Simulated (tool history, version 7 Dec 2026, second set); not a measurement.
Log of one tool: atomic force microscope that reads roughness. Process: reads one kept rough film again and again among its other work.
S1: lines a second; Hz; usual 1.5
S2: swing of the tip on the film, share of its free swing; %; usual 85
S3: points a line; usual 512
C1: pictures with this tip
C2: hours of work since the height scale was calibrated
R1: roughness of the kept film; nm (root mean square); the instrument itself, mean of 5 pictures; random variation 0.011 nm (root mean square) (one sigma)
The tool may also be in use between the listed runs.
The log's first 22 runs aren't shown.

run   hour    S1  S2   S3   C1   C2     R1
 23  214.3   1.2  63  926  154  423  2.327
 24  224.8  1.25  68  593  168  430  2.208
 25  230.4   1.5  61  292  175  434  2.206
 26    237   1.5  71  292  183  439  2.098
 27  248.2   1.5  71  292  197  447  2.074
 28    258   1.5  71  291  209  453  2.021
 29  267.2   1.5  71  291  221  460  2.011
 30  279.5  3.59  71  291  237  468  1.772
 31  291.5  3.59  71  926  252  477  1.808

Forecast each of these 3 alternatives for the next run:
  A  300.8  2.54  85  512  263  483   ?
  B  300.8   1.5  68  696  263  483   ?
  C  300.8  0.78  85  318  263  483   ?

run     R1
  A  1.669
  B   2.01
  C  1.952
Without the tool's hidden state the same runs would have given:
run     R1
  A  2.228
  B  2.685
  C  2.609
